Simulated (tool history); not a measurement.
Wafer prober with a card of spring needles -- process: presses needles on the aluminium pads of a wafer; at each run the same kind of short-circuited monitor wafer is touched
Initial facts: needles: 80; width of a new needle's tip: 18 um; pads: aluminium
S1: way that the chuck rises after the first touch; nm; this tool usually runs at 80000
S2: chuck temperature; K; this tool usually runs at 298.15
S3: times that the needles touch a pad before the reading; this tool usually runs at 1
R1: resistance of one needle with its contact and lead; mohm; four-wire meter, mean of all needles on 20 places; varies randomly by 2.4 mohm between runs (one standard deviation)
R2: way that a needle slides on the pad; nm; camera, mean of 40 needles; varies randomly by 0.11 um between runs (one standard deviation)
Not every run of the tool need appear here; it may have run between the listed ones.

| run | day | S1 | S2 | S3 | R1 | R2 |
|---|---|---|---|---|---|---|
| 1 | 0.000 | 80000 | 298.15 | 1 | 325 | 20090 |
|  | 0.192 | tips cleaned on abrasive film |
|  | 0.575 | tips cleaned on abrasive film |
|  | 1.050 | tips cleaned on abrasive film |
|  | 1.525 | tips cleaned on abrasive film |
|  | 2.004 | tips cleaned on abrasive film |
| 2 | 2.367 | 80000 | 298.15 | 1 | 343 | 20040 |
|  | 2.462 | tips cleaned on abrasive film |
|  | 2.938 | tips cleaned on abrasive film |
|  | 3.417 | tips cleaned on abrasive film |
|  | 3.892 | tips cleaned on abrasive film |
|  | 4.367 | tips cleaned on abrasive film |
| 3 | 4.738 | 89000 | 298.15 | 1 | 333 | 22230 |
|  | 4.838 | tips cleaned on abrasive film |
|  | 5.312 | tips cleaned on abrasive film |
|  | 5.788 | tips cleaned on abrasive film |
|  | 6.171 | tips cleaned on abrasive film |
| 4 | 6.217 | 89000 | 298.15 | 1 | 291 | 22090 |
|  | 6.596 | tips cleaned on abrasive film |
|  | 7.071 | tips cleaned on abrasive film |
|  | 7.550 | tips cleaned on abrasive film |
|  | 8.025 | tips cleaned on abrasive film |
|  | 8.404 | tips cleaned on abrasive film |
| 5 | 8.521 | 89000 | 298.15 | 1 | 299 | 21800 |
|  | 8.808 | tips cleaned on abrasive film |
|  | 9.188 | tips cleaned on abrasive film |
|  | 9.646 | tips cleaned on abrasive film |
| 6 | 9.646 | 69000 | 298.15 | 1 | 278 | 16820 |
|  | 10.121 | tips cleaned on abrasive film |
|  | 10.600 | tips cleaned on abrasive film |
|  | 11.075 | tips cleaned on abrasive film |
|  | 11.550 | tips cleaned on abrasive film |
| 7 | 11.888 | 69000 | 298.15 | 1 | 376 | 16850 |
|  | 11.988 | tips cleaned on abrasive film |
|  | 12.462 | tips cleaned on abrasive film |
|  | 12.938 | tips cleaned on abrasive film |
|  | 13.417 | tips cleaned on abrasive film |
|  | 13.712 | height of the first contact set anew |
| 8 | 13.750 | 69000 | 298.15 | 1 | 376 | 17330 |
|  | 13.850 | tips cleaned on abrasive film |
|  | 14.325 | tips cleaned on abrasive film |
|  | 14.800 | tips cleaned on abrasive film |
|  | 15.183 | tips cleaned on abrasive film |
| 9 | 15.321 | 69000 | 298.15 | 1 | 332 | 17270 |
|  | 15.608 | tips cleaned on abrasive film |
|  | 16.088 | tips cleaned on abrasive film |
|  | 16.562 | tips cleaned on abrasive film |
| 10 | 16.683 | 69000 | 298.15 | 1 | 336 | 17090 |
|  | 16.971 | tips cleaned on abrasive film |
|  | 17.450 | tips cleaned on abrasive film |
|  | 17.925 | tips cleaned on abrasive film |
| 11 | 17.929 | 80000 | 298.15 | 1 | 279 | 20100 |
|  | 18.308 | tips cleaned on abrasive film |
|  | 18.783 | tips cleaned on abrasive film |
|  | 19.262 | tips cleaned on abrasive film |
|  | 19.738 | tips cleaned on abrasive film |
| 12 | 19.992 | 80000 | 298.15 | 1 | 336 | 19980 |
|  | 20.183 | tips cleaned on abrasive film |
|  | 20.658 | tips cleaned on abrasive film |
|  | 21.138 | tips cleaned on abrasive film |
|  | 21.612 | tips cleaned on abrasive film |
|  | 21.996 | tips cleaned on abrasive film |
| 13 | 22.017 | 80000 | 298.15 | 1 | 289 | 19930 |
|  | 22.400 | tips cleaned on abrasive film |
|  | 22.875 | tips cleaned on abrasive film |
|  | 23.350 | tips cleaned on abrasive film |
|  | 23.829 | tips cleaned on abrasive film |
|  | 24.233 | tips cleaned on abrasive film |
| 14 | 24.233 | 75000 | 298.15 | 3 | 276 | 18580 |
|  | 24.708 | tips cleaned on abrasive film |
|  | 25.088 | tips cleaned on abrasive film |
| 15 | 25.446 | 75000 | 298.15 | 3 | 305 | 18310 |
|  | 25.542 | tips cleaned on abrasive film |
|  | 26.017 | tips cleaned on abrasive film |
|  | 26.496 | tips cleaned on abrasive film |
| 16 | 26.783 | 62000 | 315.15 | 2 | 361 | 15020 |
|  | 26.883 | tips cleaned on abrasive film |
|  | 27.358 | tips cleaned on abrasive film |
|  | 27.833 | tips cleaned on abrasive film |
|  | 28.312 | tips cleaned on abrasive film |
| 17 | 28.362 | 62000 | 304.15 | 2 | 305 | 14960 |
|  | 28.742 | tips cleaned on abrasive film |
|  | 29.217 | tips cleaned on abrasive film |
|  | 29.696 | tips cleaned on abrasive film |
| 18 | 29.825 | 62000 | 304.15 | 2 | 337 | 14890 |
|  | 30.112 | tips cleaned on abrasive film |
|  | 30.125 | height of the first contact set anew |
|  | 30.600 | tips cleaned on abrasive film |
|  | 31.075 | tips cleaned on abrasive film |
|  | 31.458 | tips cleaned on abrasive film |
|  | 31.933 | tips cleaned on abrasive film |
| 19 | 32.142 | 62000 | 301.15 | 1 | 386 | 15550 |
|  | 32.333 | tips cleaned on abrasive film |
|  | 32.808 | tips cleaned on abrasive film |
|  | 33.208 | tips cleaned on abrasive film |
| 20 | 33.208 | 80000 | 298.15 | 1 | 286 | 20110 |
|  | 33.688 | tips cleaned on abrasive film |
|  | 34.162 | tips cleaned on abrasive film |
|  | 34.638 | tips cleaned on abrasive film |
|  | 35.112 | tips cleaned on abrasive film |
| 21 | 35.454 | 82000 | 303.15 | 1 | 358 | 20460 |
|  | 35.550 | tips cleaned on abrasive film |
|  | 36.029 | tips cleaned on abrasive film |
|  | 36.408 | tips cleaned on abrasive film |
| 22 | 36.621 | 80000 | 315.15 | 2 | 318 | 19860 |
|  | 36.812 | tips cleaned on abrasive film |
|  | 37.292 | tips cleaned on abrasive film |
|  | 37.767 | tips cleaned on abrasive film |
|  | 38.242 | tips cleaned on abrasive film |
| 23 | 38.504 | 80000 | 315.15 | 2 | 330 | 20000 |
|  | 38.696 | tips cleaned on abrasive film |
|  | 39.079 | tips cleaned on abrasive film |
|  | 39.554 | tips cleaned on abrasive film |
| 24 | 39.671 | 80000 | 315.15 | 2 | 309 | 19730 |
|  | 39.958 | tips cleaned on abrasive film |
|  | 40.433 | tips cleaned on abrasive film |
|  | 40.912 | tips cleaned on abrasive film |
|  | 41.388 | tips cleaned on abrasive film |
|  | 41.862 | tips cleaned on abrasive film |
| 25 | 41.992 | 95000 | 354.15 | 2 | 314 | 23390 |

Predict each of these 3 candidate next runs independently; none follows another, all start after run 25:
|  | 42.279 | tips cleaned on abrasive film |
|  | 42.754 | tips cleaned on abrasive film |
|  | 43.138 | tips cleaned on abrasive film |
|  | 43.612 | tips cleaned on abrasive film |
| A | 43.658 | 68000 | 303.15 | 1 | ? | ? |
|  | 42.279 | tips cleaned on abrasive film |
|  | 42.754 | tips cleaned on abrasive film |
|  | 43.138 | tips cleaned on abrasive film |
|  | 43.612 | tips cleaned on abrasive film |
| B | 43.658 | 82000 | 310.15 | 2 | ? | ? |
|  | 42.279 | tips cleaned on abrasive film |
|  | 42.754 | tips cleaned on abrasive film |
|  | 43.138 | tips cleaned on abrasive film |
|  | 43.612 | tips cleaned on abrasive film |
| C | 43.658 | 87000 | 354.15 | 2 | ? | ? |

| run | R1 | R2 |
|---|---|---|
| A | 313 | 16620 |
| B | 290 | 20180 |
| C | 294 | 21430 |
With no hidden state in the tool, these same runs would have given:
| run | R1 | R2 |
|---|---|---|
| A | 272 | 17210 |
| B | 272 | 20770 |
| C | 278 | 22020 |

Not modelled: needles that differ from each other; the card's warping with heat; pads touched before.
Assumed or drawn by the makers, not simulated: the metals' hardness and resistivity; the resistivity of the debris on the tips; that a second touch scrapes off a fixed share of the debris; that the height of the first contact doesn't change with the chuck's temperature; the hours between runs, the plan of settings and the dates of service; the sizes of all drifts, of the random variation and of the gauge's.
